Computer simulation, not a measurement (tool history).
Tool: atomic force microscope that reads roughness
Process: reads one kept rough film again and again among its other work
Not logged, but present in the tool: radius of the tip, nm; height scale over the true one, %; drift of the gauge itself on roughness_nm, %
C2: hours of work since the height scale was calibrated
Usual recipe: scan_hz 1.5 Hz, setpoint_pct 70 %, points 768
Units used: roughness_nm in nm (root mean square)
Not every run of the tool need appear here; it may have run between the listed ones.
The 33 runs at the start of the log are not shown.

{"run": 34, "hour": 214.2, "scan_hz": 1.14, "setpoint_pct": 71, "points": 523, "pictures with this tip": 42, "C2": 330, "roughness_nm": 1.797}
{"run": 35, "hour": 220.8, "scan_hz": 0.76, "setpoint_pct": 70, "points": 768, "pictures with this tip": 53, "C2": 334, "roughness_nm": 1.853}
{"run": 36, "hour": 226.2, "scan_hz": 1.51, "setpoint_pct": 88, "points": 708, "pictures with this tip": 62, "C2": 337, "roughness_nm": 1.676}
{"run": 37, "hour": 234.6, "scan_hz": 1.51, "setpoint_pct": 85, "points": 332, "pictures with this tip": 76, "C2": 342, "roughness_nm": 1.688}
{"run": 38, "hour": 239.8, "scan_hz": 1.51, "setpoint_pct": 85, "points": 332, "pictures with this tip": 85, "C2": 346, "roughness_nm": 1.693}
{"run": 39, "hour": 248.5, "scan_hz": 1.5, "setpoint_pct": 90, "points": 768, "pictures with this tip": 99, "C2": 351, "roughness_nm": 1.656}
{"run": 40, "hour": 253.1, "scan_hz": 2.45, "setpoint_pct": 63, "points": 768, "pictures with this tip": 107, "C2": 354, "roughness_nm": 1.794}
{"run": 41, "hour": 259.5, "scan_hz": 0.9, "setpoint_pct": 61, "points": 768, "pictures with this tip": 117, "C2": 358, "roughness_nm": 1.85}
{"run": 42, "hour": 265.6, "scan_hz": 0.54, "setpoint_pct": 70, "points": 768, "pictures with this tip": 127, "C2": 362, "roughness_nm": 1.85}
{"hour": 270.1, "done": "new tip fitted"}
{"run": 43, "hour": 273.5, "scan_hz": 0.54, "setpoint_pct": 63, "points": 768, "pictures with this tip": 6, "C2": 366, "roughness_nm": 1.873}
{"run": 44, "hour": 282.5, "scan_hz": 0.54, "setpoint_pct": 63, "points": 768, "pictures with this tip": 21, "C2": 372, "roughness_nm": 1.873}

Below are 5 alternative next runs, each starting from the tool's condition after run 44. Predict each:
{"run": "A", "hour": 287.9, "scan_hz": 2.24, "setpoint_pct": 75, "points": 768, "pictures with this tip": 30, "C2": 375, "roughness_nm": "?"}
{"run": "B", "hour": 287.9, "scan_hz": 1.49, "setpoint_pct": 63, "points": 524, "pictures with this tip": 30, "C2": 375, "roughness_nm": "?"}
{"run": "C", "hour": 287.9, "scan_hz": 1.5, "setpoint_pct": 73, "points": 768, "pictures with this tip": 30, "C2": 375, "roughness_nm": "?"}
{"run": "D", "hour": 287.9, "scan_hz": 2.41, "setpoint_pct": 63, "points": 768, "pictures with this tip": 30, "C2": 375, "roughness_nm": "?"}
{"run": "E", "hour": 287.9, "scan_hz": 0.93, "setpoint_pct": 66, "points": 291, "pictures with this tip": 30, "C2": 375, "roughness_nm": "?"}

run=A roughness_nm=1.727
run=B roughness_nm=1.829
run=C roughness_nm=1.794
run=D roughness_nm=1.798
run=E roughness_nm=1.842
With the hidden condition removed and each run's random variation left untouched, the same runs would have given:
run=A roughness_nm=1.728
run=B roughness_nm=1.83
run=C roughness_nm=1.795
run=D roughness_nm=1.799
run=E roughness_nm=1.843

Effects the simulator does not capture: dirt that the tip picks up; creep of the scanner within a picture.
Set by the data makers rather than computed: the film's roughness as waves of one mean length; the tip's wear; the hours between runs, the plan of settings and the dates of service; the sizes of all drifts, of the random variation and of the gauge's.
